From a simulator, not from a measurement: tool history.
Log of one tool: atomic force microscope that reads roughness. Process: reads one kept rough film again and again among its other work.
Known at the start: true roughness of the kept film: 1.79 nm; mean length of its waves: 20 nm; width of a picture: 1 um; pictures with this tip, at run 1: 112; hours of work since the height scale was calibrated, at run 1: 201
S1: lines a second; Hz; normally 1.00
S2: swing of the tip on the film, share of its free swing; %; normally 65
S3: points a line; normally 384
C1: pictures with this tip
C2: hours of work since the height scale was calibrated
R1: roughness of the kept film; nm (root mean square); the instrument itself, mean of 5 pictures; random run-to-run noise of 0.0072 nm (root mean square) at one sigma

run	hour	S1	S2	S3	C1	C2	R1
1	0.0	1.00	65	384	112	201	1.232
2	29.4	1.00	65	384	139	218	1.191
3	69.2	1.00	65	384	177	242	1.119
4	90.3	1.00	65	384	197	254	1.093
5	129.8	1.00	65	384	234	277	1.055
# hour 168.6: new tip fitted
6	170.8	1.00	65	384	2	301	1.486
7	200.6	1.00	74	384	30	318	1.378
8	232.2	1.00	65	384	59	337	1.349
9	254.2	1.00	65	384	80	350	1.313
10	275.2	1.00	65	384	100	362	1.285
11	297.0	1.00	65	384	120	375	1.259
12	325.6	1.00	65	307	147	391	1.193
13	361.6	1.00	65	307	181	412	1.148
14	405.4	1.00	65	307	222	438	1.097
# hour 410.3: height scale calibrated on a step standard
15	427.6	1.00	65	384	242	10	1.071
16	451.6	1.00	86	384	264	24	0.960
# hour 460.5: new tip fitted
17	477.5	0.69	65	384	16	39	1.456
18	504.5	0.69	65	384	42	55	1.423
19	526.8	0.69	62	384	63	68	1.383
# hour 556.6: height scale calibrated on a step standard, once more
20	564.2	0.69	62	384	97	4	1.299
21	599.0	0.69	62	384	130	25	1.260
22	643.5	0.69	84	384	171	51	1.120
23	693.1	1.00	65	384	218	80	1.098
24	717.1	1.00	65	384	240	94	1.083
25	744.9	1.00	65	573	267	110	1.042
# hour 748.8: new tip fitted
26	794.2	1.00	65	384	42	139	1.427
27	815.3	1.00	65	384	62	151	1.373
28	861.9	1.66	65	384	106	178	1.243
29	907.6	0.82	65	828	149	205	1.248
30	943.4	2.24	65	535	182	226	1.125
31	973.7	2.24	65	535	211	244	1.097
32	999.4	2.24	65	535	235	259	1.066
# hour 1036.9: new tip fitted
33	1043.2	2.24	65	535	6	284	1.423
34	1081.5	1.00	56	376	42	307	1.421
35	1111.4	1.00	56	376	70	324	1.370
36	1135.4	1.00	56	376	92	338	1.326
37	1165.9	1.74	58	1008	121	356	1.267
38	1202.3	2.00	61	856	155	377	1.190
39	1234.8	2.00	61	856	186	396	1.153
40	1255.4	2.00	61	856	205	409	1.112
41	1304.3	2.00	61	856	251	437	1.055
# hour 1325.7: new tip fitted
42	1325.7	1.00	77	384	0	449	1.431
43	1356.1	1.00	73	480	28	467	1.400
44	1383.0	0.56	65	892	53	483	1.412
45	1415.2	2.53	77	384	84	502	1.123
46	1447.9	1.13	77	324	114	521	1.186
47	1495.5	1.66	57	616	159	549	1.196
48	1545.2	1.66	57	616	206	578	1.141
49	1583.2	3.89	57	267	241	600	1.005
# hour 1615.7: new tip fitted
50	1630.5	3.89	57	267	14	628	1.367
51	1667.8	3.89	57	267	49	649	1.299

Entry by entry between the runs, the difference in hidden state between the last listed run before and the first listed run after:
Between runs 5 and 6: new tip fitted (hour 168.6)
  radius of the tip, nm: 33.9 -> 8; height scale over the true one, %: 0.02 -> 0.03
  what was measured, less what the result would be without the hidden state, R1: -0.446 -> -0.023 nm (root mean square)
Between runs 14 and 15: height scale calibrated on a step standard (hour 410.3)
  radius of the tip, nm: 29.9 -> 32.2; height scale over the true one, %: 0.13 -> 0.2
  what was measured, less what the result would be without the hidden state, R1: -0.393 -> -0.420 nm (root mean square)
Between runs 16 and 17: new tip fitted (hour 460.5)
  radius of the tip, nm: 34.3 -> 9.6; height scale over the true one, %: 0.21 -> 0.22
  what was measured, less what the result would be without the hidden state, R1: -0.409 -> -0.056 nm (root mean square)
Between runs 19 and 20: height scale calibrated on a step standard, once more (hour 556.6)
  radius of the tip, nm: 14.4 -> 17.8; height scale over the true one, %: 0.24 -> 0.26
  what was measured, less what the result would be without the hidden state, R1: -0.156 -> -0.217 nm (root mean square)
Between runs 25 and 26: new tip fitted (hour 748.8)
  radius of the tip, nm: 35.3 -> 11.4; height scale over the true one, %: 0.33 -> 0.34
  what was measured, less what the result would be without the hidden state, R1: -0.459 -> -0.093 nm (root mean square)
Between runs 32 and 33: new tip fitted (hour 1036.9)
  radius of the tip, nm: 29.9 -> 8.2; height scale over the true one, %: 0.43 -> 0.44
  what was measured, less what the result would be without the hidden state, R1: -0.376 -> -0.021 nm (root mean square)
Between runs 41 and 42: new tip fitted (hour 1325.7)
  radius of the tip, nm: 33.2 -> 7.7; height scale over the true one, %: 0.54 -> 0.55
  what was measured, less what the result would be without the hidden state, R1: -0.425 -> -0.008 nm (root mean square)
Between runs 49 and 50: new tip fitted (hour 1615.7)
  radius of the tip, nm: 32.3 -> 8.7; height scale over the true one, %: 0.65 -> 0.66
  what was measured, less what the result would be without the hidden state, R1: -0.392 -> -0.027 nm (root mean square)
